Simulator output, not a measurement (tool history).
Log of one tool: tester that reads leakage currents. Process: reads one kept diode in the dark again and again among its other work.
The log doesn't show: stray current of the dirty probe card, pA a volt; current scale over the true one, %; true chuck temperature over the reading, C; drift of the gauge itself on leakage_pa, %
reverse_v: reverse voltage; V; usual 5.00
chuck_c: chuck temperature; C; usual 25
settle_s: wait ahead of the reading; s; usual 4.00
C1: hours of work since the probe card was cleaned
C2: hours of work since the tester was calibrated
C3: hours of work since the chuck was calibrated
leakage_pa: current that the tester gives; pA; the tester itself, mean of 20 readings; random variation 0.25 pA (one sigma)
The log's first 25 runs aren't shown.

run 26 day=73.617 | reverse_v=5.00 chuck_c=42 settle_s=1.45 | C1=1267 C2=1666 C3=1077 | leakage_pa=320.52
run 27 day=77.850 | reverse_v=1.54 chuck_c=40 settle_s=0.94 | C1=1310 C2=1708 C3=1119 | leakage_pa=192.27
run 28 day=80.008 | reverse_v=1.54 chuck_c=40 settle_s=0.94 | C1=1331 C2=1730 C3=1141 | leakage_pa=192.22
run 29 day=82.888 | reverse_v=5.00 chuck_c=44 settle_s=2.37 | C1=1360 C2=1758 C3=1170 | leakage_pa=373.75
run 30 day=85.279 | reverse_v=5.00 chuck_c=44 settle_s=2.37 | C1=1384 C2=1782 C3=1194 | leakage_pa=373.50
run 31 day=89.092 | reverse_v=1.21 chuck_c=25 settle_s=3.26 | C1=1422 C2=1820 C3=1232 | leakage_pa=52.51
run 32 day=92.917 | reverse_v=1.21 chuck_c=28 settle_s=3.26 | C1=1461 C2=1859 C3=1270 | leakage_pa=67.20
run 33 day=96.042 | reverse_v=3.45 chuck_c=27 settle_s=6.17 | C1=1492 C2=1890 C3=1302 | leakage_pa=85.09
run 34 day=99.454 | reverse_v=5.84 chuck_c=25 settle_s=3.33 | C1=1526 C2=1924 C3=1336 | leakage_pa=85.05
run 35 day=101.383 | reverse_v=5.84 chuck_c=25 settle_s=3.33 | C1=1545 C2=1944 C3=1355 | leakage_pa=85.38
run 36 day=104.650 | reverse_v=11.79 chuck_c=30 settle_s=0.58 | C1=1578 C2=1976 C3=1388 | leakage_pa=165.42
run 37 day=108.233 | reverse_v=11.79 chuck_c=30 settle_s=0.58 | C1=1614 C2=2012 C3=1424 | leakage_pa=165.51
run 38 day=112.679 | reverse_v=11.79 chuck_c=30 settle_s=0.58 | C1=1658 C2=2057 C3=1468 | leakage_pa=166.13
run 39 day=116.750 | reverse_v=11.79 chuck_c=30 settle_s=0.58 | C1=1699 C2=2097 C3=1509 | leakage_pa=165.66
-- day=117.317 probe card cleaned and baked
run 40 day=121.188 | reverse_v=14.23 chuck_c=34 settle_s=0.90 | C1=39 C2=2141 C3=1552 | leakage_pa=238.70
run 41 day=125.225 | reverse_v=5.00 chuck_c=26 settle_s=4.00 | C1=79 C2=2181 C3=1593 | leakage_pa=88.01

Forecast each of these 3 alternatives for the next run:
run A day=128.900 | reverse_v=5.00 chuck_c=26 settle_s=0.52 | C1=116 C2=2218 C3=1629 | leakage_pa=?
run B day=128.900 | reverse_v=3.61 chuck_c=24 settle_s=6.13 | C1=116 C2=2218 C3=1629 | leakage_pa=?
run C day=128.900 | reverse_v=10.08 chuck_c=26 settle_s=4.00 | C1=116 C2=2218 C3=1629 | leakage_pa=?

run=A leakage_pa=90.53
run=B leakage_pa=67.24
run=C leakage_pa=109.60
Without the tool's hidden state the same runs would have given:
run=A leakage_pa=90.48
run=B leakage_pa=67.20
run=C leakage_pa=109.54
